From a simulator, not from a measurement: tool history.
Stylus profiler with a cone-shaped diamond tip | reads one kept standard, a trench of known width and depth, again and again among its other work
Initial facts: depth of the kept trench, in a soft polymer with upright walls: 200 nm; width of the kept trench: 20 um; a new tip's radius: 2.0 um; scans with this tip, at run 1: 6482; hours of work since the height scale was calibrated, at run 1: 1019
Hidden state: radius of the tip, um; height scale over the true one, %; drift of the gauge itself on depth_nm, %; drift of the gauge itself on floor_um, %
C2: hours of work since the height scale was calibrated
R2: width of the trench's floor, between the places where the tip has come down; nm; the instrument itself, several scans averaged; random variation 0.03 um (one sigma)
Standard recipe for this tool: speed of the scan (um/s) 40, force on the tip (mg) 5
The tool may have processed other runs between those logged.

{"run": 1, "hour": 0.0, "speed of the scan (um/s)": 40, "force on the tip (mg)": 5, "scans with this tip": 6482, "C2": 1019, "depth of the trench (Å)": 2050.4, "R2": 18170}
{"run": 2, "hour": 40.6, "speed of the scan (um/s)": 40, "force on the tip (mg)": 5, "scans with this tip": 6669, "C2": 1049, "depth of the trench (Å)": 2051.5, "R2": 18210}
{"run": 3, "hour": 93.6, "speed of the scan (um/s)": 40, "force on the tip (mg)": 5, "scans with this tip": 6913, "C2": 1087, "depth of the trench (Å)": 2050.8, "R2": 18250}
{"run": 4, "hour": 130.7, "speed of the scan (um/s)": 40, "force on the tip (mg)": 5, "scans with this tip": 7083, "C2": 1114, "depth of the trench (Å)": 2049.9, "R2": 18170}
{"run": 5, "hour": 163.4, "speed of the scan (um/s)": 40, "force on the tip (mg)": 5, "scans with this tip": 7234, "C2": 1137, "depth of the trench (Å)": 2050.8, "R2": 18100}
{"run": 6, "hour": 191.9, "speed of the scan (um/s)": 40, "force on the tip (mg)": 5, "scans with this tip": 7365, "C2": 1158, "depth of the trench (Å)": 2050, "R2": 18160}
{"run": 7, "hour": 218.4, "speed of the scan (um/s)": 40, "force on the tip (mg)": 5, "scans with this tip": 7487, "C2": 1177, "depth of the trench (Å)": 2050.5, "R2": 18200}
{"run": 8, "hour": 270.6, "speed of the scan (um/s)": 20, "force on the tip (mg)": 5, "scans with this tip": 7727, "C2": 1215, "depth of the trench (Å)": 2050.7, "R2": 18240}
{"run": 9, "hour": 322.4, "speed of the scan (um/s)": 40, "force on the tip (mg)": 5, "scans with this tip": 7965, "C2": 1253, "depth of the trench (Å)": 2049.5, "R2": 18170}
{"run": 10, "hour": 364.3, "speed of the scan (um/s)": 40, "force on the tip (mg)": 5, "scans with this tip": 8158, "C2": 1283, "depth of the trench (Å)": 2050.3, "R2": 18180}
{"run": 11, "hour": 393.7, "speed of the scan (um/s)": 19, "force on the tip (mg)": 5, "scans with this tip": 8294, "C2": 1304, "depth of the trench (Å)": 2050, "R2": 18190}
{"run": 12, "hour": 433.3, "speed of the scan (um/s)": 19, "force on the tip (mg)": 5, "scans with this tip": 8476, "C2": 1333, "depth of the trench (Å)": 2050.7, "R2": 18240}
{"run": 13, "hour": 461.0, "speed of the scan (um/s)": 40, "force on the tip (mg)": 5, "scans with this tip": 8603, "C2": 1353, "depth of the trench (Å)": 2049.5, "R2": 18200}
{"run": 14, "hour": 493.0, "speed of the scan (um/s)": 40, "force on the tip (mg)": 5, "scans with this tip": 8750, "C2": 1376, "depth of the trench (Å)": 2050, "R2": 18110}
{"run": 15, "hour": 530.4, "speed of the scan (um/s)": 27, "force on the tip (mg)": 5, "scans with this tip": 8922, "C2": 1403, "depth of the trench (Å)": 2050.2, "R2": 18180}
{"run": 16, "hour": 566.8, "speed of the scan (um/s)": 40, "force on the tip (mg)": 5, "scans with this tip": 9090, "C2": 1429, "depth of the trench (Å)": 2050, "R2": 18240}
{"run": 17, "hour": 611.2, "speed of the scan (um/s)": 40, "force on the tip (mg)": 5, "scans with this tip": 9294, "C2": 1461, "depth of the trench (Å)": 2050.2, "R2": 18190}
{"run": 18, "hour": 662.5, "speed of the scan (um/s)": 40, "force on the tip (mg)": 5, "scans with this tip": 9530, "C2": 1499, "depth of the trench (Å)": 2050.3, "R2": 18140}
{"run": 19, "hour": 707.9, "speed of the scan (um/s)": 40, "force on the tip (mg)": 5, "scans with this tip": 9739, "C2": 1531, "depth of the trench (Å)": 2049.9, "R2": 18200}
{"run": 20, "hour": 738.3, "speed of the scan (um/s)": 17, "force on the tip (mg)": 5.21, "scans with this tip": 9879, "C2": 1553, "depth of the trench (Å)": 2052.1, "R2": 18240}
{"run": 21, "hour": 771.2, "speed of the scan (um/s)": 33, "force on the tip (mg)": 2.59, "scans with this tip": 10030, "C2": 1577, "depth of the trench (Å)": 2032.5, "R2": 18190}
{"run": 22, "hour": 794.2, "speed of the scan (um/s)": 154, "force on the tip (mg)": 2.88, "scans with this tip": 10136, "C2": 1594, "depth of the trench (Å)": 2033.8, "R2": 17990}
{"run": 23, "hour": 835.8, "speed of the scan (um/s)": 137, "force on the tip (mg)": 6.72, "scans with this tip": 10327, "C2": 1624, "depth of the trench (Å)": 2061.4, "R2": 18140}
{"run": 24, "hour": 882.2, "speed of the scan (um/s)": 16, "force on the tip (mg)": 8.51, "scans with this tip": 10541, "C2": 1658, "depth of the trench (Å)": 2072.1, "R2": 18250}
{"run": 25, "hour": 921.1, "speed of the scan (um/s)": 17, "force on the tip (mg)": 6.44, "scans with this tip": 10720, "C2": 1686, "depth of the trench (Å)": 2059.8, "R2": 18230}
{"run": 26, "hour": 943.4, "speed of the scan (um/s)": 17, "force on the tip (mg)": 6.44, "scans with this tip": 10822, "C2": 1702, "depth of the trench (Å)": 2058.2, "R2": 18200}
{"run": 27, "hour": 981.0, "speed of the scan (um/s)": 17, "force on the tip (mg)": 6.44, "scans with this tip": 10995, "C2": 1729, "depth of the trench (Å)": 2059.2, "R2": 18200}
{"run": 28, "hour": 1019.7, "speed of the scan (um/s)": 23, "force on the tip (mg)": 7.81, "scans with this tip": 11174, "C2": 1757, "depth of the trench (Å)": 2067.8, "R2": 18240}
{"run": 29, "hour": 1067.4, "speed of the scan (um/s)": 80, "force on the tip (mg)": 4.74, "scans with this tip": 11393, "C2": 1791, "depth of the trench (Å)": 2047.9, "R2": 18130}
{"run": 30, "hour": 1110.7, "speed of the scan (um/s)": 19, "force on the tip (mg)": 2.02, "scans with this tip": 11592, "C2": 1823, "depth of the trench (Å)": 2026.5, "R2": 18240}
{"run": 31, "hour": 1133.0, "speed of the scan (um/s)": 22, "force on the tip (mg)": 9.68, "scans with this tip": 11694, "C2": 1839, "depth of the trench (Å)": 2077.1, "R2": 18190}
{"run": 32, "hour": 1185.3, "speed of the scan (um/s)": 40, "force on the tip (mg)": 1.85, "scans with this tip": 11935, "C2": 1877, "depth of the trench (Å)": 2026, "R2": 18150}
{"run": 33, "hour": 1217.1, "speed of the scan (um/s)": 143, "force on the tip (mg)": 2.51, "scans with this tip": 12082, "C2": 1900, "depth of the trench (Å)": 2031.8, "R2": 17880}

Expected results for the next run?
{"run": 34, "hour": 1248.0, "speed of the scan (um/s)": 47, "force on the tip (mg)": 3.64, "scans with this tip": 12223, "C2": 1922, "depth of the trench (Å)": "?", "R2": "?"}

depth of the trench (Å): 2040.8
R2: 18120 nm
With the hidden condition absent and the run-to-run variation left alone, this run would have shown depth of the trench (Å) 2040.7, R2 18130 nm.

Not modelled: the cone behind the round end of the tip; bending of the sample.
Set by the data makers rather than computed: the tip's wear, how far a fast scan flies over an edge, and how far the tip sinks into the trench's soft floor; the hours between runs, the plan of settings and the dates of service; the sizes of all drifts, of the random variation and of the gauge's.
